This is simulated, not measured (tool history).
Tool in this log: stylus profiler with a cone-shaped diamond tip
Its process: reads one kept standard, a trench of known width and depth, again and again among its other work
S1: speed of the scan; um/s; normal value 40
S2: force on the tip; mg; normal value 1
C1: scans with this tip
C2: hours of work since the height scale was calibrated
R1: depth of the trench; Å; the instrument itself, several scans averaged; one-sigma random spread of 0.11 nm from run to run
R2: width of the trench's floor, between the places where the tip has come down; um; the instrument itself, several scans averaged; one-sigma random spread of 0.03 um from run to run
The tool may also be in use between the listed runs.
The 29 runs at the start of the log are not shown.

run	hour	S1	S2	C1	C2	R1	R2
30	2202.7	107	2.22	7792	176	2030.6	46.47
31	2251.4	107	2.22	7921	200	2031	46.43
32	2355.3	107	2.22	8194	251	2031.5	46.44
33	2461	32	1.82	8472	303	2026.9	46.74
34	2550.2	32	1.82	8707	347	2027.1	46.77
35	2614.3	12	1.82	8875	378	2027.2	46.85
36	2684.5	20	0.47	9060	412	2012.5	46.69
37	2728.5	64	1.1	9176	434	2021.3	46.47
38	2774.9	119	2.59	9298	457	2036.9	46.39
39	2828.3	119	2.59	9438	483	2036.8	46.36
40	2905.1	83	1.49	9640	521	2026.3	46.41
41	3004	83	1.49	9900	569	2025.1	46.39
42	3103.2	83	1.49	10161	618	2027	46.43
43	3159	10	1	10308	645	2021.9	46.82
44	3259.4	116	2.66	10572	694	2035.8	46.3
45	3325.4	27	1.34	10746	727	2025	46.66

Consider 5 possible next runs. They are alternatives, not a sequence: every one starts from the tool as it was left by run 45. What does each give?
A	3393.1	100	0.34	10924	760	?	?
B	3393.1	19	0.51	10924	760	?	?
C	3393.1	10	1.59	10924	760	?	?
D	3393.1	13	0.57	10924	760	?	?
E	3393.1	55	0.76	10924	760	?	?

run	R1	R2
A	2013.5	45.64
B	2015.8	46.65
C	2028.1	46.75
D	2015.6	46.72
E	2017.6	46.33
Without the tool's unlogged condition, the same runs would have read:
run	R1	R2
A	2008.9	46
B	2011.2	47.01
C	2023.5	47.11
D	2011	47.08
E	2012.9	46.69

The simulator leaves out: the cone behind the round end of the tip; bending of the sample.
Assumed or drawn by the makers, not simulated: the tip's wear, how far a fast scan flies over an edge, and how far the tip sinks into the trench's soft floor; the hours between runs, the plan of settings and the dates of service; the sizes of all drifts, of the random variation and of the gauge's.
